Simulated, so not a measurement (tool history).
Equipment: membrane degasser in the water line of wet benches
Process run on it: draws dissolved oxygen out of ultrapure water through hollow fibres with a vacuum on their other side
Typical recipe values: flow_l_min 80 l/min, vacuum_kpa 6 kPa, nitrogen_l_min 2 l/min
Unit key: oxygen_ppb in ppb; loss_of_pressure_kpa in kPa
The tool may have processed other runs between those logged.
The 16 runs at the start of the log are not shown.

| run | hour | flow_l_min | vacuum_kpa | nitrogen_l_min | hours since the membrane was changed | hours since the vacuum gauge was calibrated | hours since the vacuum lines were made tight | oxygen_ppb | loss_of_pressure_kpa |
|---|---|---|---|---|---|---|---|---|---|
| 17 | 2249.7 | 116 | 7.62 | 1.37 | 5560 | 1637 | 2454 | 638.3 | 76.91 |
| 18 | 2365.3 | 113 | 6 | 4.05 | 5676 | 1752 | 2569 | 220.5 | 74.76 |
| 19 | 2554.7 | 80 | 6.52 | 2 | 5865 | 1942 | 2759 | 278.5 | 52.96 |
| 20 | 2711 | 80 | 13.78 | 5.16 | 6021 | 2098 | 2915 | 379.6 | 53.06 |
| 21 | 2899.8 | 50 | 12.91 | 1.16 | 6210 | 2287 | 3104 | 773.4 | 33.12 |
| 22 | 2983.6 | 74 | 3.67 | 3.37 | 6294 | 2371 | 3188 | 39.8 | 49.11 |
| 23 | 3082.7 | 74 | 3.67 | 3.37 | 6393 | 2470 | 3287 | 40.6 | 49.12 |
| 24 | 3222.5 | 74 | 3.67 | 4.56 | 6533 | 2610 | 3426 | 33.3 | 49.25 |
| 25 | 3358.2 | 79 | 4.19 | 4.58 | 6669 | 2745 | 3562 | 58.2 | 52.38 |
| 26 | 3488.8 | 113 | 6 | 3.36 | 6799 | 2876 | 3693 | 258.5 | 75.48 |
| 27 | 3619 | 80 | 5.53 | 2.64 | 6929 | 3006 | 3823 | 173.4 | 53.36 |
| 28 | 3757.6 | 73 | 4.31 | 2.7 | 7068 | 3145 | 3962 | 87.6 | 48.53 |
| 29 | 3861.2 | 86 | 11.03 | 4.5 | 7171 | 3248 | 4065 | 350.1 | 57.32 |
| 30 | 3999.1 | 119 | 10.97 | 4.5 | 7309 | 3386 | 4203 | 494.2 | 79.79 |
| 31 | 4086.1 | 116 | 3.62 | 1.02 | 7396 | 3473 | 4290 | 178.5 | 77.44 |

Below are 5 alternative next runs, each starting from the tool's condition after run 31. Predict each:
| A | 4205.8 | 62 | 9.61 | 1.06 | 7516 | 3593 | 4410 | ? | ? |
| B | 4205.8 | 116 | 7.3 | 1.02 | 7516 | 3593 | 4410 | ? | ? |
| C | 4205.8 | 117 | 6 | 2.45 | 7516 | 3593 | 4410 | ? | ? |
| D | 4205.8 | 85 | 8.15 | 2.23 | 7516 | 3593 | 4410 | ? | ? |
| E | 4205.8 | 116 | 3.62 | 3.32 | 7516 | 3593 | 4410 | ? | ? |

| run | oxygen_ppb | loss_of_pressure_kpa |
|---|---|---|
| A | 677.9 | 41.43 |
| B | 746.8 | 77.6 |
| C | 335.1 | 78.11 |
| D | 401.2 | 56.69 |
| E | 111.8 | 77.49 |
Stripped of hidden state, with their random variation kept, the same runs would have yielded:
| run | oxygen_ppb | loss_of_pressure_kpa |
|---|---|---|
| A | 647.5 | 39.73 |
| B | 691.3 | 74.43 |
| C | 296.3 | 74.92 |
| D | 374.5 | 54.37 |
| E | 77.6 | 74.33 |

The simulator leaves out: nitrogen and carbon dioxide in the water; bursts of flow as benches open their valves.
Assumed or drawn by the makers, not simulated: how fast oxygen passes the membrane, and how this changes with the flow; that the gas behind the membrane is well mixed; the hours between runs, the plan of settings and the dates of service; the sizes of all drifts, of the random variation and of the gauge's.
